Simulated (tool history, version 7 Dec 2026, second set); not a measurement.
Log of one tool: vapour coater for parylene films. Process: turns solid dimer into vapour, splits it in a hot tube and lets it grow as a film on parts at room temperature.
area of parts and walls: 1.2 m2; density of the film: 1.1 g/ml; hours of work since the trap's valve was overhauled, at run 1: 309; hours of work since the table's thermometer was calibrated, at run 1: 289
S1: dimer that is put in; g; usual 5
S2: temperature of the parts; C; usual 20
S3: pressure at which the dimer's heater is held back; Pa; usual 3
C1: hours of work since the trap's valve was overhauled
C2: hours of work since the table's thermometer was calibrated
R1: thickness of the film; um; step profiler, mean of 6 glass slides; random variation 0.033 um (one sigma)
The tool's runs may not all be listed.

run 1 hour=0 | S1=5 S2=20 S3=3 | C1=309 C2=289 | R1=2.84
-- hour=13.2 trap's valve overhauled
run 2 hour=31.7 | S1=5 S2=20 S3=3 | C1=10 C2=304 | R1=3.29
run 3 hour=55.2 | S1=7 S2=20 S3=3 | C1=22 C2=316 | R1=4.62
run 4 hour=68.2 | S1=7 S2=20 S3=3 | C1=29 C2=323 | R1=4.58
run 5 hour=80.8 | S1=7 S2=20 S3=3 | C1=36 C2=330 | R1=4.67
run 6 hour=92.5 | S1=5 S2=20 S3=3 | C1=42 C2=336 | R1=3.25
run 7 hour=117.6 | S1=5 S2=20 S3=3 | C1=55 C2=349 | R1=3.26
run 8 hour=135 | S1=5 S2=20 S3=3 | C1=65 C2=358 | R1=3.26
run 9 hour=161.4 | S1=4 S2=20 S3=3 | C1=79 C2=372 | R1=2.55
run 10 hour=184.5 | S1=4 S2=20 S3=3 | C1=91 C2=385 | R1=2.52
run 11 hour=208.8 | S1=5 S2=20 S3=6.07 | C1=104 C2=397 | R1=2.7
run 12 hour=230.4 | S1=5 S2=20 S3=6.07 | C1=115 C2=409 | R1=2.69
run 13 hour=253.9 | S1=5 S2=20 S3=3 | C1=128 C2=421 | R1=3.17
run 14 hour=267.7 | S1=5 S2=20 S3=5.12 | C1=135 C2=429 | R1=2.79
run 15 hour=282.5 | S1=5 S2=20 S3=5.12 | C1=143 C2=437 | R1=2.75
run 16 hour=294.2 | S1=5 S2=20 S3=5.12 | C1=149 C2=443 | R1=2.78
run 17 hour=305.5 | S1=5 S2=20 S3=3 | C1=155 C2=449 | R1=3.09
run 18 hour=329.5 | S1=5 S2=20 S3=3 | C1=168 C2=461 | R1=3.1
run 19 hour=354.4 | S1=5 S2=20 S3=3 | C1=181 C2=475 | R1=3.09
run 20 hour=369.5 | S1=5 S2=20 S3=3 | C1=189 C2=483 | R1=3.05
run 21 hour=382 | S1=5 S2=30 S3=3 | C1=195 C2=489 | R1=2.61
run 22 hour=409.2 | S1=4 S2=20 S3=3 | C1=210 C2=504 | R1=2.46
run 23 hour=421.9 | S1=4 S2=20 S3=3 | C1=217 C2=510 | R1=2.45
run 24 hour=434.4 | S1=4 S2=20 S3=3 | C1=223 C2=517 | R1=2.38
run 25 hour=455 | S1=4 S2=20 S3=3 | C1=234 C2=528 | R1=2.43
run 26 hour=482.7 | S1=3 S2=20 S3=3 | C1=249 C2=543 | R1=1.82
run 27 hour=500.4 | S1=3 S2=20 S3=3 | C1=258 C2=552 | R1=1.78
run 28 hour=512.8 | S1=3 S2=20 S3=3 | C1=265 C2=559 | R1=1.74
run 29 hour=540.5 | S1=8 S2=31 S3=2.91 | C1=279 C2=573 | R1=3.94
run 30 hour=559.8 | S1=3 S2=13 S3=2.51 | C1=290 C2=583 | R1=1.94
run 31 hour=574.4 | S1=3 S2=22 S3=2.51 | C1=297 C2=591 | R1=1.72
run 32 hour=595.8 | S1=3 S2=22 S3=2.51 | C1=309 C2=603 | R1=1.73
-- hour=609 trap's valve overhauled
run 33 hour=626.5 | S1=5 S2=18 S3=3 | C1=9 C2=617 | R1=3.4
run 34 hour=639.7 | S1=8 S2=16 S3=9.67 | C1=16 C2=624 | R1=4.32
run 35 hour=661 | S1=5 S2=21 S3=4.08 | C1=28 C2=635 | R1=3.02
run 36 hour=682.8 | S1=5 S2=20 S3=4.19 | C1=39 C2=647 | R1=3.06
run 37 hour=704.3 | S1=5 S2=20 S3=4.19 | C1=51 C2=658 | R1=3.03
run 38 hour=724 | S1=5 S2=20 S3=4.19 | C1=61 C2=668 | R1=3.03
run 39 hour=750.6 | S1=5 S2=20 S3=4.19 | C1=75 C2=682 | R1=3
run 40 hour=776.3 | S1=7 S2=21 S3=2.49 | C1=89 C2=696 | R1=4.7
run 41 hour=800 | S1=6 S2=20 S3=3.2 | C1=101 C2=709 | R1=3.74
run 42 hour=821.8 | S1=6 S2=20 S3=3.2 | C1=113 C2=720 | R1=3.74
run 43 hour=842 | S1=5 S2=20 S3=2.07 | C1=124 C2=731 | R1=3.47
run 44 hour=860 | S1=5 S2=16 S3=2.17 | C1=133 C2=740 | R1=3.54
run 45 hour=886.3 | S1=8 S2=26 S3=3.11 | C1=147 C2=754 | R1=4.55
run 46 hour=912.3 | S1=6 S2=22 S3=3.75 | C1=161 C2=768 | R1=3.44
run 47 hour=938.8 | S1=6 S2=22 S3=3.75 | C1=175 C2=782 | R1=3.44

Some steps in R1 between neighbouring runs. How much of each would the tool show without its hidden state too (settings, what came in, random variation), and how much is left for the hidden state, with any gauge scatter that isn't in both results?
The hidden state here: vapour lost through the trap's worn valve, %; true temperature of the parts over the reading, C; drift of the gauge itself on film_um, %.
Run 1 -> 2: trap's valve overhauled. R1 +0.45 um: hidden state +0.46, all else -0.01.
Run 28 -> 29: S1 3 -> 8, S2 20 -> 31, S3 3 -> 2.91. R1 +2.2 um: hidden state -0.31, all else +2.51.
Run 29 -> 30: S1 8 -> 3, S2 31 -> 13, S3 2.91 -> 2.51. R1 -2 um: hidden state +0.25, all else -2.25.
Run 32 -> 33: S1 3 -> 5, S2 22 -> 18, S3 2.51 -> 3, trap's valve overhauled. R1 +1.67 um: hidden state +0.28, all else +1.39.
Run 39 -> 40: S1 5 -> 7, S2 20 -> 21, S3 4.19 -> 2.49. R1 +1.7 um: hidden state -0.07, all else +1.77.

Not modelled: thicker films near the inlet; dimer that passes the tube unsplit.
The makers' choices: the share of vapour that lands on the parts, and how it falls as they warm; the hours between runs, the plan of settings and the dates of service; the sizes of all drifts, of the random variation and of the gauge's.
